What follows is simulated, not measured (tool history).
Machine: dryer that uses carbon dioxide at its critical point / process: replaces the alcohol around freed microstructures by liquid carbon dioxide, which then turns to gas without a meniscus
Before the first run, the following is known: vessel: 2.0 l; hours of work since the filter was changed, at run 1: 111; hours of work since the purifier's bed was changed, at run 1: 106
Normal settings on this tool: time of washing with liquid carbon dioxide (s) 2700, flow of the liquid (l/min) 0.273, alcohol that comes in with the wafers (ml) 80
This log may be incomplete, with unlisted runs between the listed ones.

| run | day | time of washing with liquid carbon dioxide (s) | flow of the liquid (l/min) | alcohol that comes in with the wafers (ml) | hours of work since the filter was changed | hours of work since the purifier's bed was changed | alcohol left in the vessel before it's heated (ppm by volume) |
|---|---|---|---|---|---|---|---|
| 1 | 0.000 | 2700 | 0.273 | 80 | 111 | 106 | 154 |
| 2 | 0.171 | 2700 | 0.273 | 80 | 113 | 107 | 160 |
| 3 | 0.467 | 2700 | 0.273 | 80 | 115 | 109 | 154 |
| 4 | 0.854 | 1920 | 0.273 | 80 | 118 | 112 | 730 |
| 5 | 1.079 | 1920 | 0.338 | 80 | 119 | 114 | 299 |
| 6 | 1.267 | 1920 | 0.338 | 80 | 121 | 115 | 290 |
| 7 | 1.633 | 2700 | 0.273 | 80 | 123 | 118 | 159 |
| 8 | 1.896 | 1800 | 0.273 | 80 | 125 | 120 | 944 |
| 9 | 2.212 | 1800 | 0.273 | 80 | 127 | 122 | 952 |
| 10 | 2.554 | 1800 | 0.273 | 80 | 130 | 125 | 945 |
| 11 | 2.788 | 1800 | 0.273 | 80 | 132 | 126 | 937 |
| 12 | 3.088 | 2700 | 0.273 | 97 | 134 | 128 | 199 |
| 13 | 3.446 | 2700 | 0.273 | 80 | 136 | 131 | 173 |
| 14 | 3.625 | 2700 | 0.273 | 80 | 138 | 132 | 167 |
| 15 | 3.908 | 2700 | 0.273 | 80 | 140 | 134 | 165 |
| 16 | 4.188 | 2700 | 0.285 | 80 | 142 | 136 | 136 |
| 17 | 4.458 | 2700 | 0.273 | 80 | 144 | 138 | 168 |
| 18 | 4.762 | 2700 | 0.273 | 80 | 146 | 141 | 177 |
| 19 | 5.162 | 2700 | 0.273 | 80 | 149 | 143 | 168 |
| 20 | 5.479 | 2700 | 0.273 | 80 | 151 | 146 | 183 |
| 21 | 5.650 | 2700 | 0.273 | 80 | 152 | 147 | 169 |
| 22 | 5.842 | 2700 | 0.273 | 80 | 154 | 148 | 187 |
| 23 | 6.208 | 2700 | 0.273 | 92 | 156 | 151 | 201 |
| 24 | 6.392 | 1860 | 0.269 | 36 | 158 | 152 | 440 |
| 25 | 6.762 | 3000 | 0.316 | 81 | 160 | 155 | 58 |
| 26 | 6.933 | 3000 | 0.244 | 32 | 162 | 156 | 96 |
| 27 | 7.254 | 2820 | 0.396 | 44 | 164 | 159 | 30 |
| 28 | 7.421 | 1680 | 0.396 | 74 | 165 | 160 | 266 |
| 29 | 7.646 | 1680 | 0.251 | 74 | 167 | 162 | 1535 |
| 30 | 7.821 | 4260 | 0.304 | 50 | 168 | 163 | 23 |
| 31 | 8.225 | 4260 | 0.304 | 50 | 171 | 166 | 35 |
| 32 | 8.562 | 1980 | 0.181 | 57 | 174 | 168 | 1937 |
| 33 | 8.962 | 1980 | 0.337 | 57 | 176 | 171 | 213 |
| 34 | 9.325 | 1980 | 0.337 | 57 | 179 | 174 | 220 |
| 35 | 9.704 | 3660 | 0.273 | 80 | 182 | 177 | 56 |
| 36 | 9.904 | 1980 | 0.273 | 73 | 183 | 178 | 680 |
| 37 | 10.133 | 3000 | 0.273 | 36 | 185 | 180 | 72 |
| 38 | 10.462 | 3000 | 0.273 | 36 | 187 | 182 | 76 |
| 39 | 10.821 | 1860 | 0.314 | 21 | 190 | 185 | 164 |
| 40 | 11.196 | 2160 | 0.442 | 27 | 193 | 187 | 42 |
| 41 | 11.558 | 2280 | 0.168 | 63 | 195 | 190 | 1879 |
| 42 | 11.912 | 2280 | 0.168 | 63 | 198 | 193 | 1898 |
| 43 | 12.217 | 2520 | 0.273 | 105 | 200 | 195 | 341 |
| 44 | 12.546 | 1620 | 0.288 | 105 | 203 | 197 | 1647 |
| 45 | 12.788 | 1740 | 0.373 | 46 | 204 | 199 | 213 |
| 46 | 13.167 | 3000 | 0.243 | 80 | 207 | 202 | 216 |

How would selected steps in alcohol left in the vessel before it's heated (ppm by volume) from run to run divide? Give the signed amount a tool lacking its hidden state would still show from settings, what came in and random variation, and the signed amount left for the hidden state, including any gauge scatter that is not in both of the compared results.
Hidden state at play: flow that reaches the vessel past the clogged filter, %; alcohol in the recycled carbon dioxide, ppm; drift of the gauge itself on alcohol_ppm, %.
Run 31 -> 32: time of washing with liquid carbon dioxide (s) 4260 -> 1980, flow of the liquid (l/min) 0.304 -> 0.181, alcohol that comes in with the wafers (ml) 50 -> 57. alcohol left in the vessel before it's heated (ppm by volume) +1902: hidden state +291, all else +1611.
Run 32 -> 33: flow of the liquid (l/min) 0.181 -> 0.337. alcohol left in the vessel before it's heated (ppm by volume) -1724: hidden state -241, all else -1483.
Run 40 -> 41: time of washing with liquid carbon dioxide (s) 2160 -> 2280, flow of the liquid (l/min) 0.442 -> 0.168, alcohol that comes in with the wafers (ml) 27 -> 63. alcohol left in the vessel before it's heated (ppm by volume) +1837: hidden state +329, all else +1508.
Run 44 -> 45: time of washing with liquid carbon dioxide (s) 1620 -> 1740, flow of the liquid (l/min) 0.288 -> 0.373, alcohol that comes in with the wafers (ml) 105 -> 46. alcohol left in the vessel before it's heated (ppm by volume) -1434: hidden state -309, all else -1125.

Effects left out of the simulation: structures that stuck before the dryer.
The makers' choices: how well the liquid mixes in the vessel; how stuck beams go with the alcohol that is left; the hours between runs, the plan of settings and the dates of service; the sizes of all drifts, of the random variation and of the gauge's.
